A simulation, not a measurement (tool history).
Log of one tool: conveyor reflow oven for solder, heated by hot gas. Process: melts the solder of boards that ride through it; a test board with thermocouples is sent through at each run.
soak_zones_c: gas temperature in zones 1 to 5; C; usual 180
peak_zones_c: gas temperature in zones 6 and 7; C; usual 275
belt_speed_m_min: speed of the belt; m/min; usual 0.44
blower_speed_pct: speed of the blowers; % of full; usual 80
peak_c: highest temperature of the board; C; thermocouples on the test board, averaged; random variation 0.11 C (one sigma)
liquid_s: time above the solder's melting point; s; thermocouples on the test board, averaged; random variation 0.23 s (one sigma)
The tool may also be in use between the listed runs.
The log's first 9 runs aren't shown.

At hour 532.2: flux residue cleaned out of gas plates and filters.
Run 10, hour 554: usual settings. Result: peak_c 260.9 C, liquid_s 69.3 s.
Run 11, hour 596.3: usual settings. Result: peak_c 260.7 C, liquid_s 69.5 s.
Run 12, hour 664.1: usual settings. Result: peak_c 260.8 C, liquid_s 70 s.
Run 13, hour 698.9: usual settings. Result: peak_c 260.9 C, liquid_s 69.7 s.
Run 14, hour 768.2: usual settings but peak_zones_c 279 C. Result: peak_c 264.7 C, liquid_s 71.7 s.
Run 15, hour 818.3: usual settings but peak_zones_c 279 C. Result: peak_c 264.3 C, liquid_s 71.6 s.
Run 16, hour 874: usual settings but peak_zones_c 270 C, blower_speed_pct 82 % of full. Result: peak_c 256.6 C, liquid_s 67.3 s.
Run 17, hour 925.5: usual settings but peak_zones_c 270 C, blower_speed_pct 82 % of full. Result: peak_c 256.6 C, liquid_s 67.3 s.
Run 18, hour 971.6: usual settings but soak_zones_c 174 C, peak_zones_c 270 C, belt_speed_m_min 0.439 m/min, blower_speed_pct 82 % of full. Result: peak_c 255.8 C, liquid_s 64.4 s.
At hour 987.2: belt drive overhauled, speed set with a stopwatch.
At hour 1028.3: flux residue cleaned out of gas plates and filters.
Run 19, hour 1028.3: usual settings but soak_zones_c 168 C, belt_speed_m_min 0.412 m/min, blower_speed_pct 70 % of full. Result: peak_c 259.4 C, liquid_s 68.8 s.
Run 20, hour 1088.2: usual settings but peak_zones_c 265 C, blower_speed_pct 66 % of full. Result: peak_c 249.8 C, liquid_s 61.3 s.
Run 21, hour 1162.5: usual settings but soak_zones_c 183 C, belt_speed_m_min 0.444 m/min, blower_speed_pct 52 % of full. Result: peak_c 255.8 C, liquid_s 65.9 s.
Run 22, hour 1227.4: usual settings but soak_zones_c 192 C, peak_zones_c 267 C. Result: peak_c 255.6 C, liquid_s 71.9 s.
Run 23, hour 1283.5: usual settings but soak_zones_c 192 C, peak_zones_c 267 C, blower_speed_pct 81 % of full. Result: peak_c 255.5 C, liquid_s 71.9 s.
Run 24, hour 1337.1: usual settings but blower_speed_pct 61 % of full. Result: peak_c 257.4 C, liquid_s 67.3 s.
Run 25, hour 1409.3: usual settings but soak_zones_c 182 C, peak_zones_c 266 C, blower_speed_pct 88 % of full. Result: peak_c 254 C, liquid_s 66.7 s.
Run 26, hour 1471.8: usual settings but soak_zones_c 181 C, peak_zones_c 266 C, blower_speed_pct 88 % of full. Result: peak_c 254 C, liquid_s 66.2 s.
At hour 1518.8: flux residue cleaned out of gas plates and filters.
Run 27, hour 1534.2: usual settings but soak_zones_c 181 C, peak_zones_c 266 C, blower_speed_pct 88 % of full. Result: peak_c 254 C, liquid_s 66.1 s.
Run 28, hour 1574.9: usual settings but soak_zones_c 189 C, peak_zones_c 280 C, belt_speed_m_min 0.389 m/min, blower_speed_pct 68 % of full. Result: peak_c 268.4 C, liquid_s 87.3 s.
Run 29, hour 1653.7: usual settings but soak_zones_c 195 C. Result: peak_c 263.2 C, liquid_s 77.3 s.
Run 30, hour 1730.9: usual settings but belt_speed_m_min 0.379 m/min, blower_speed_pct 76 % of full. Result: peak_c 264.3 C, liquid_s 84 s.

Forecast each of these 4 alternatives for the next run:
Run A, hour 1770.4: usual settings but peak_zones_c 282 C, belt_speed_m_min 0.379 m/min, blower_speed_pct 88 % of full. Result: peak_c ?, liquid_s ?.
Run B, hour 1770.4: usual settings but peak_zones_c 269 C, belt_speed_m_min 0.442 m/min, blower_speed_pct 53 % of full. Result: peak_c ?, liquid_s ?.
Run C, hour 1770.4: usual settings but soak_zones_c 167 C, blower_speed_pct 56 % of full. Result: peak_c ?, liquid_s ?.
Run D, hour 1770.4: usual settings but soak_zones_c 173 C, peak_zones_c 266 C, belt_speed_m_min 0.379 m/min, blower_speed_pct 68 % of full. Result: peak_c ?, liquid_s ?.

run  peak_c  liquid_s
  A   272.2      87.9
  B   250.5      61.2
  C     254      59.1
  D     254      73.7
Without the tool's hidden state the same runs would have given:
run  peak_c  liquid_s
  A   272.2      87.9
  B   250.6      61.3
  C   254.1      59.1
  D     254      73.7
